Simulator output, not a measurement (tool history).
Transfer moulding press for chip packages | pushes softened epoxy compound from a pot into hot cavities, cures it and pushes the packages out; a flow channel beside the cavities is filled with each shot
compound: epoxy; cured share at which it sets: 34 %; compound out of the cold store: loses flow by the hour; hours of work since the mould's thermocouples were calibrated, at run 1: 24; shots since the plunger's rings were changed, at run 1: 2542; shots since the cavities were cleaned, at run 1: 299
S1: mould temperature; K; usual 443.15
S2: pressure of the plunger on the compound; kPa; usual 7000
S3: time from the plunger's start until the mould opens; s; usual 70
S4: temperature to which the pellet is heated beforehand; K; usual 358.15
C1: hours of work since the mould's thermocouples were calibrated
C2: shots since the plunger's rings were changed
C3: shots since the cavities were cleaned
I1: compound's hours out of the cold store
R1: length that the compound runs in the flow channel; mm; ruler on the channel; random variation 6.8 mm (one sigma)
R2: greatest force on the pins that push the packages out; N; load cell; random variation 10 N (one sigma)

run	day	S1	S2	S3	S4	C1	C2	C3	I1	R1	R2
1	0.000	443.15	7000	70	358.15	24	2542	299	45.3	778	710
# day 0.642: cavities cleaned with cleaning compound and waxed
# day 2.042: cavities cleaned with cleaning compound and waxed
2	2.200	447.15	7000	70	358.15	62	3398	65	16.5	839	430
# day 3.471: cavities cleaned with cleaning compound and waxed
# day 3.750: plunger's sealing rings changed
# day 4.858: cavities cleaned with cleaning compound and waxed
# day 6.162: cavities cleaned with cleaning compound and waxed
3	6.371	443.15	7000	70	358.15	133	1028	86	31.0	835	558
# day 7.442: cavities cleaned with cleaning compound and waxed
# day 8.825: cavities cleaned with cleaning compound and waxed
4	9.767	443.15	7000	70	358.15	193	2379	388	34.8	811	785
# day 10.133: cavities cleaned with cleaning compound and waxed
# day 11.533: cavities cleaned with cleaning compound and waxed
# day 13.000: cavities cleaned with cleaning compound and waxed
5	13.733	443.15	7000	70	358.15	263	3938	302	25.2	804	755
# day 14.088: plunger's sealing rings changed
# day 14.446: cavities cleaned with cleaning compound and waxed
# day 16.017: cavities cleaned with cleaning compound and waxed
# day 17.292: cavities cleaned with cleaning compound and waxed
6	18.258	443.15	7000	70	358.15	340	1646	400	10.1	884	856
# day 18.625: cavities cleaned with cleaning compound and waxed
# day 19.700: mould's thermocouples calibrated
# day 20.067: cavities cleaned with cleaning compound and waxed
7	20.367	443.15	7000	70	358.15	11	2430	125	32.2	828	600
# day 21.562: cavities cleaned with cleaning compound and waxed
# day 22.950: cavities cleaned with cleaning compound and waxed
8	23.071	443.15	7000	70	358.15	58	3494	50	43.5	781	482
# day 24.492: plunger's sealing rings changed
# day 24.554: cavities cleaned with cleaning compound and waxed
# day 25.929: cavities cleaned with cleaning compound and waxed
9	26.275	443.15	7000	70	358.15	113	686	143	29.4	856	590
# day 27.396: cavities cleaned with cleaning compound and waxed
10	28.117	443.15	7000	70	358.15	146	1420	299	38.9	815	696
# day 28.917: cavities cleaned with cleaning compound and waxed
# day 30.275: cavities cleaned with cleaning compound and waxed
# day 31.825: cavities cleaned with cleaning compound and waxed
11	32.250	443.15	7000	85	358.15	218	3048	175	30.9	822	457
# day 33.300: cavities cleaned with cleaning compound and waxed
# day 34.712: plunger's sealing rings changed
# day 34.775: cavities cleaned with cleaning compound and waxed
12	34.775	448.15	5890	103	368.15	260	0	0	9.8	806	320
# day 36.188: cavities cleaned with cleaning compound and waxed
# day 37.571: cavities cleaned with cleaning compound and waxed
13	38.362	440.15	8730	66	349.15	323	1429	327	15.7	981	1076
# day 39.025: cavities cleaned with cleaning compound and waxed
# day 40.354: cavities cleaned with cleaning compound and waxed
# day 40.725: mould's thermocouples calibrated
14	41.562	451.15	6150	92	349.15	15	2664	465	35.6	746	510
# day 41.929: cavities cleaned with cleaning compound and waxed
# day 43.367: cavities cleaned with cleaning compound and waxed
15	43.812	443.15	6470	82	358.15	54	3541	185	28.0	785	468
# day 44.196: mould's thermocouples calibrated, once more
# day 45.058: plunger's sealing rings changed
# day 45.121: cavities cleaned with cleaning compound and waxed
16	46.275	438.15	7000	70	366.15	35	476	476	19.9	887	1204
# day 46.642: cavities cleaned with cleaning compound and waxed
# day 48.096: cavities cleaned with cleaning compound and waxed
# day 49.479: cavities cleaned with cleaning compound and waxed
17	49.608	443.15	7000	99	358.15	93	1775	53	18.5	863	346
# day 50.771: cavities cleaned with cleaning compound and waxed
# day 52.179: cavities cleaned with cleaning compound and waxed
18	52.179	439.15	7010	70	348.15	138	2785	0	28.7	825	657
# day 53.483: cavities cleaned with cleaning compound and waxed
19	54.400	439.15	7010	70	348.15	177	3674	377	40.0	781	1043
# day 54.758: cavities cleaned with cleaning compound and waxed
# day 55.467: plunger's sealing rings changed
# day 56.162: cavities cleaned with cleaning compound and waxed
20	57.033	439.15	7010	70	348.15	221	622	361	12.4	891	1142
# day 57.554: cavities cleaned with cleaning compound and waxed
# day 58.946: cavities cleaned with cleaning compound and waxed
# day 60.342: cavities cleaned with cleaning compound and waxed
21	61.133	439.15	7010	70	348.15	293	2236	327	23.2	846	1026
# day 61.692: cavities cleaned with cleaning compound and waxed
# day 63.092: cavities cleaned with cleaning compound and waxed
22	64.254	443.15	5770	101	358.15	348	3473	480	30.4	734	546

How the hidden state differs across the entries between the runs, from the last listed run before each to the first after it:
Between runs 1 and 2: cavities cleaned with cleaning compound and waxed (day 0.642); cavities cleaned with cleaning compound and waxed (day 2.042)
  true mould temperature over the reading, C: 0.14 -> 0.19; pressure that reaches the compound, % of what is set: 91.07 -> 88.24; grip of the stained cavities, % over clean ones': 57.9 -> 13.5
  measured less the result without the state, R1: -37 -> -54 mm; R2: +257 -> +47 N
Between runs 2 and 3: cavities cleaned with cleaning compound and waxed (day 3.471); plunger's sealing rings changed (day 3.750); cavities cleaned with cleaning compound and waxed (day 4.858); cavities cleaned with cleaning compound and waxed (day 6.162)
  true mould temperature over the reading, C: 0.19 -> 0.27; pressure that reaches the compound, % of what is set: 88.24 -> 96.65; grip of the stained cavities, % over clean ones': 13.5 -> 20
  measured less the result without the state, R1: -54 -> -15 mm; R2: +47 -> +85 N
Between runs 3 and 4: cavities cleaned with cleaning compound and waxed (day 7.442); cavities cleaned with cleaning compound and waxed (day 8.825)
  true mould temperature over the reading, C: 0.27 -> 0.34; pressure that reaches the compound, % of what is set: 96.65 -> 91.46; grip of the stained cavities, % over clean ones': 20 -> 67.2
  measured less the result without the state, R1: -15 -> -38 mm; R2: +85 -> +304 N
Between runs 4 and 5: cavities cleaned with cleaning compound and waxed (day 10.133); cavities cleaned with cleaning compound and waxed (day 11.533); cavities cleaned with cleaning compound and waxed (day 13.000)
  true mould temperature over the reading, C: 0.34 -> 0.43; pressure that reaches the compound, % of what is set: 91.46 -> 85.87; grip of the stained cavities, % over clean ones': 67.2 -> 56.4
  measured less the result without the state, R1: -38 -> -65 mm; R2: +304 -> +257 N
Between runs 5 and 6: plunger's sealing rings changed (day 14.088); cavities cleaned with cleaning compound and waxed (day 14.446); cavities cleaned with cleaning compound and waxed (day 16.017); cavities cleaned with cleaning compound and waxed (day 17.292)
  true mould temperature over the reading, C: 0.43 -> 0.53; pressure that reaches the compound, % of what is set: 85.87 -> 94.69; grip of the stained cavities, % over clean ones': 56.4 -> 73.1
  measured less the result without the state, R1: -65 -> -25 mm; R2: +257 -> +343 N
Between runs 6 and 7: cavities cleaned with cleaning compound and waxed (day 18.625); mould's thermocouples calibrated (day 19.700); cavities cleaned with cleaning compound and waxed (day 20.067)
  true mould temperature over the reading, C: 0.53 -> 0.95; pressure that reaches the compound, % of what is set: 94.69 -> 92.07; grip of the stained cavities, % over clean ones': 73.1 -> 32.6
  measured less the result without the state, R1: -25 -> -37 mm; R2: +343 -> +119 N
Between runs 7 and 8: cavities cleaned with cleaning compound and waxed (day 21.562); cavities cleaned with cleaning compound and waxed (day 22.950)
  true mould temperature over the reading, C: 0.95 -> 1.01; pressure that reaches the compound, % of what is set: 92.07 -> 88.02; grip of the stained cavities, % over clean ones': 32.6 -> 13.8
  measured less the result without the state, R1: -37 -> -54 mm; R2: +119 -> +31 N
Between runs 8 and 9: plunger's sealing rings changed (day 24.492); cavities cleaned with cleaning compound and waxed (day 24.554); cavities cleaned with cleaning compound and waxed (day 25.929)
  true mould temperature over the reading, C: 1.01 -> 1.07; pressure that reaches the compound, % of what is set: 88.02 -> 96.87; grip of the stained cavities, % over clean ones': 13.8 -> 30.8
  measured less the result without the state, R1: -54 -> -16 mm; R2: +31 -> +107 N
Between runs 9 and 10: cavities cleaned with cleaning compound and waxed (day 27.396)
  true mould temperature over the reading, C: 1.07 -> 1.11; pressure that reaches the compound, % of what is set: 96.87 -> 94.49; grip of the stained cavities, % over clean ones': 30.8 -> 59.5
  measured less the result without the state, R1: -16 -> -25 mm; R2: +107 -> +228 N
Between runs 10 and 11: cavities cleaned with cleaning compound and waxed (day 28.917); cavities cleaned with cleaning compound and waxed (day 30.275); cavities cleaned with cleaning compound and waxed (day 31.825)
  true mould temperature over the reading, C: 1.11 -> 1.2; pressure that reaches the compound, % of what is set: 94.49 -> 89.12; grip of the stained cavities, % over clean ones': 59.5 -> 38.1
  measured less the result without the state, R1: -25 -> -51 mm; R2: +228 -> +116 N
Between runs 11 and 12: cavities cleaned with cleaning compound and waxed (day 33.300); plunger's sealing rings changed (day 34.712); cavities cleaned with cleaning compound and waxed (day 34.775)
  true mould temperature over the reading, C: 1.2 -> 1.26; pressure that reaches the compound, % of what is set: 89.12 -> 99.93; grip of the stained cavities, % over clean ones': 38.1 -> 5.5
  measured less the result without the state, R1: -51 -> -2 mm; R2: +116 -> +16 N
Between runs 12 and 13: cavities cleaned with cleaning compound and waxed (day 36.188); cavities cleaned with cleaning compound and waxed (day 37.571)
  true mould temperature over the reading, C: 1.26 -> 1.33; pressure that reaches the compound, % of what is set: 99.93 -> 94.78; grip of the stained cavities, % over clean ones': 5.5 -> 58
  measured less the result without the state, R1: -2 -> -30 mm; R2: +16 -> +330 N
Between runs 13 and 14: cavities cleaned with cleaning compound and waxed (day 39.025); cavities cleaned with cleaning compound and waxed (day 40.354); mould's thermocouples calibrated (day 40.725)
  true mould temperature over the reading, C: 1.33 -> 0.49; pressure that reaches the compound, % of what is set: 94.78 -> 90.42; grip of the stained cavities, % over clean ones': 58 -> 75.4
  measured less the result without the state, R1: -30 -> -39 mm; R2: +330 -> +221 N
Between runs 14 and 15: cavities cleaned with cleaning compound and waxed (day 41.929); cavities cleaned with cleaning compound and waxed (day 43.367)
  true mould temperature over the reading, C: 0.49 -> 0.54; pressure that reaches the compound, % of what is set: 90.42 -> 87.34; grip of the stained cavities, % over clean ones': 75.4 -> 34.5
  measured less the result without the state, R1: -39 -> -56 mm; R2: +221 -> +113 N
Between runs 15 and 16: mould's thermocouples calibrated, once more (day 44.196); plunger's sealing rings changed (day 45.058); cavities cleaned with cleaning compound and waxed (day 45.121)
  true mould temperature over the reading, C: 0.54 -> -0.17; pressure that reaches the compound, % of what is set: 87.34 -> 97.77; grip of the stained cavities, % over clean ones': 34.5 -> 78.9
  measured less the result without the state, R1: -56 -> -10 mm; R2: +113 -> +541 N
Between runs 16 and 17: cavities cleaned with cleaning compound and waxed (day 46.642); cavities cleaned with cleaning compound and waxed (day 48.096); cavities cleaned with cleaning compound and waxed (day 49.479)
  true mould temperature over the reading, C: -0.17 -> -0.09; pressure that reaches the compound, % of what is set: 97.77 -> 93.25; grip of the stained cavities, % over clean ones': 78.9 -> 11.8
  measured less the result without the state, R1: -10 -> -31 mm; R2: +541 -> +36 N
Between runs 17 and 18: cavities cleaned with cleaning compound and waxed (day 50.771); cavities cleaned with cleaning compound and waxed (day 52.179)
  true mould temperature over the reading, C: -0.09 -> -0.04; pressure that reaches the compound, % of what is set: 93.25 -> 89.91; grip of the stained cavities, % over clean ones': 11.8 -> 0.8
  measured less the result without the state, R1: -31 -> -45 mm; R2: +36 -> +7 N
Between runs 18 and 19: cavities cleaned with cleaning compound and waxed (day 53.483)
  true mould temperature over the reading, C: -0.04 -> 0.01; pressure that reaches the compound, % of what is set: 89.91 -> 87.08; grip of the stained cavities, % over clean ones': 0.8 -> 65.6
  measured less the result without the state, R1: -45 -> -56 mm; R2: +7 -> +416 N
Between runs 19 and 20: cavities cleaned with cleaning compound and waxed (day 54.758); plunger's sealing rings changed (day 55.467); cavities cleaned with cleaning compound and waxed (day 56.162)
  true mould temperature over the reading, C: 0.01 -> 0.06; pressure that reaches the compound, % of what is set: 87.08 -> 97.78; grip of the stained cavities, % over clean ones': 65.6 -> 64.8
  measured less the result without the state, R1: -56 -> -11 mm; R2: +416 -> +448 N
Between runs 20 and 21: cavities cleaned with cleaning compound and waxed (day 57.554); cavities cleaned with cleaning compound and waxed (day 58.946); cavities cleaned with cleaning compound and waxed (day 60.342)
  true mould temperature over the reading, C: 0.06 -> 0.14; pressure that reaches the compound, % of what is set: 97.78 -> 92.19; grip of the stained cavities, % over clean ones': 64.8 -> 57.8
  measured less the result without the state, R1: -11 -> -35 mm; R2: +448 -> +369 N
Between runs 21 and 22: cavities cleaned with cleaning compound and waxed (day 61.692); cavities cleaned with cleaning compound and waxed (day 63.092)
  true mould temperature over the reading, C: 0.14 -> 0.21; pressure that reaches the compound, % of what is set: 92.19 -> 88.11; grip of the stained cavities, % over clean ones': 57.8 -> 76.4
  measured less the result without the state, R1: -35 -> -48 mm; R2: +369 -> +234 N

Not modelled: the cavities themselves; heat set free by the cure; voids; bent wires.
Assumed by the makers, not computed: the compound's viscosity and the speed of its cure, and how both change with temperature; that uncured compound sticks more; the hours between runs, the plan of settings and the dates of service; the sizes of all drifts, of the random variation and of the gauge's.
